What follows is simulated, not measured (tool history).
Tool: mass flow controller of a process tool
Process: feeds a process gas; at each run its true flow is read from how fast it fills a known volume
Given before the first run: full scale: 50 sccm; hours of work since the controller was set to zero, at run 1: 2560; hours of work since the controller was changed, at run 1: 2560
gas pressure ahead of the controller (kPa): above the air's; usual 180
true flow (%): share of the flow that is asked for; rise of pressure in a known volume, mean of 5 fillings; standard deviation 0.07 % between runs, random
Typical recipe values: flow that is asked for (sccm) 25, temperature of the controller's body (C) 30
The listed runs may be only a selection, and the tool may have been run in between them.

run    hour  flow that is asked for (sccm)  gas pressure ahead of the controller (kPa)  temperature of the controller's body (C)  hours of work since the controller was set to zero  hours of work since the controller was changed  true flow (%)
  1     0.0                             25                                         180                                        30                                                2560                                            2560         100.21
  2    70.8                             25                                         180                                        30                                                2599                                            2599         100.21
  3   186.5                             25                                         180                                        30                                                2665                                            2665         100.32
  4   313.9                             25                                         180                                        30                                                2736                                            2736         100.47
  5   381.5                             25                                         227                                        30                                                2774                                            2774         100.78
  6   513.1                             25                                         155                                        30                                                2848                                            2848         100.34
  7   592.9                             25                                         180                                        30                                                2893                                            2893         100.48
  8   708.3                             25                                         180                                        30                                                2958                                            2958         100.51
  9   842.2                             25                                         180                                        30                                                3033                                            3033         100.61
 10   959.0                             25                                         237                                        30                                                3099                                            3099         100.96
 11  1027.5                             25                                         237                                        30                                                3137                                            3137         100.82
 12  1104.3                             25                                         237                                        30                                                3180                                            3180         101.07
 13  1195.2                             25                                         237                                        30                                                3231                                            3231         101.10
 14  1296.4                              8                                         168                                        23                                                3288                                            3288         104.60
 15  1371.0                              8                                         201                                        23                                                3330                                            3330         104.93
 16  1456.1                             10                                         241                                        35                                                3378                                            3378         103.26
 17  1561.3                             27                                         191                                        30                                                3437                                            3437         101.03
 18  1638.2                             10                                         184                                        32                                                3480                                            3480         103.35
 19  1744.7                             25                                         237                                        36                                                3540                                            3540         100.92
 20  1806.4                             25                                         205                                        27                                                3575                                            3575         101.27
 21  1890.4                             25                                         205                                        27                                                3622                                            3622         101.36
 22  2021.3                             25                                         205                                        27                                                3696                                            3696         101.34
 23  2130.2                             48                                         242                                        30                                                3757                                            3757         101.78
 24  2197.3                             16                                         197                                        30                                                3795                                            3795         102.00
 25  2323.9                             16                                         171                                        30                                                3866                                            3866         102.16

What if the next run were any one of these 5? Each begins from the tool's condition after run 25:
  A  2417.8                             16                                         171                                        30                                                3919                                            3919              ?
  B  2417.8                             38                                         223                                        25                                                3919                                            3919              ?
  C  2417.8                             19                                         276                                        36                                                3919                                            3919              ?
  D  2417.8                             26                                         164                                        28                                                3919                                            3919              ?
  E  2417.8                             16                                         151                                        39                                                3919                                            3919              ?

run  true flow (%)
  A         102.11
  B         101.66
  C         101.92
  D         101.27
  E         101.72
With the hidden condition removed and each run's random variation left untouched, the same runs would have given:
run  true flow (%)
  A          97.50
  B          99.36
  C          97.94
  D          98.20
  E          97.11
